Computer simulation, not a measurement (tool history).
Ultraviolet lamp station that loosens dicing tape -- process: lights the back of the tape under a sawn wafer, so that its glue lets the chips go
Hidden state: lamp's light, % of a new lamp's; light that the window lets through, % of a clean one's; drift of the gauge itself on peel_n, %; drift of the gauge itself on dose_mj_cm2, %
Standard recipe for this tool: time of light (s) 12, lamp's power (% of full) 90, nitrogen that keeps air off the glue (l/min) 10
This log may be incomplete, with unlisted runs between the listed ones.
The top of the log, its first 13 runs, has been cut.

run     day  time of light (s)  lamp's power (% of full)  nitrogen that keeps air off the glue (l/min)  hours of work of the lamp  hours of work since the window was cleaned  force that peels the tape off (N)  light that reached the tape (J/m2)
 14   9.671                 22                        90                                            10                        127                                         459                              0.216                                4970
 15  10.108                 22                        90                                            10                        132                                         464                              0.216                                4960
 16  10.579                 24                        90                                            10                        138                                         469                              0.205                                5430
 17  11.158                 12                        92                                             8                        145                                         476                              0.551                                2760
     11.225  -- window cleaned of glue's vapour
 18  11.604                 17                        72                                             3                        149                                           4                              0.773                                3000
 19  12.167                  7                        72                                             6                        156                                          11                              1.466                                1230
 20  12.742                 10                        99                                             7                        163                                          18                              0.674                                2430
 21  13.267                 10                        99                                             7                        169                                          24                              0.685                                2390
 22  13.962                 17                        76                                            18                        177                                          32                              0.335                                3130
     14.388  -- window cleaned of glue's vapour, once more
 23  14.925                  7                        87                                             8                        188                                           6                              1.102                                1610
 24  15.508                  7                        87                                             8                        194                                          13                              1.057                                1610
 25  16.175                  7                        87                                             8                        202                                          21                              1.077                                1610
 26  16.862                  8                        84                                            13                        210                                          29                              0.798                                1750
 27  17.354                  8                        84                                            13                        216                                          34                              0.808                                1770
 28  18.121                  7                        84                                             8                        224                                          43                              1.106                                1540
 29  18.788                  7                        84                                             8                        232                                          51                              1.105                                1550
 30  19.696                  8                        70                                             4                        243                                          61                              1.505                                1460
 31    20.7                  8                        70                                             4                        254                                          73                               1.51                                1440
 32  21.279                 10                        82                                            14                        261                                          80                              0.649                                2110

3 options for the next run, each taken on its own from the tool as it stands now. Forecast them:
  A  22.271                 23                        64                                             3                        272                                          91                                  ?                                   ?
  B  22.271                 12                        90                                             5                        272                                          91                                  ?                                   ?
  C  22.271                 12                        71                                            10                        272                                          91                                  ?                                   ?

run  force that peels the tape off (N)  light that reached the tape (J/m2)
  A                              0.561                                3750
  B                              0.691                                2770
  C                              0.685                                2160
Take away the tool's hidden state, keep each run's random variation, and the runs would have read:
run  force that peels the tape off (N)  light that reached the tape (J/m2)
  A                              0.455                                4330
  B                              0.567                                3190
  C                              0.561                                2490
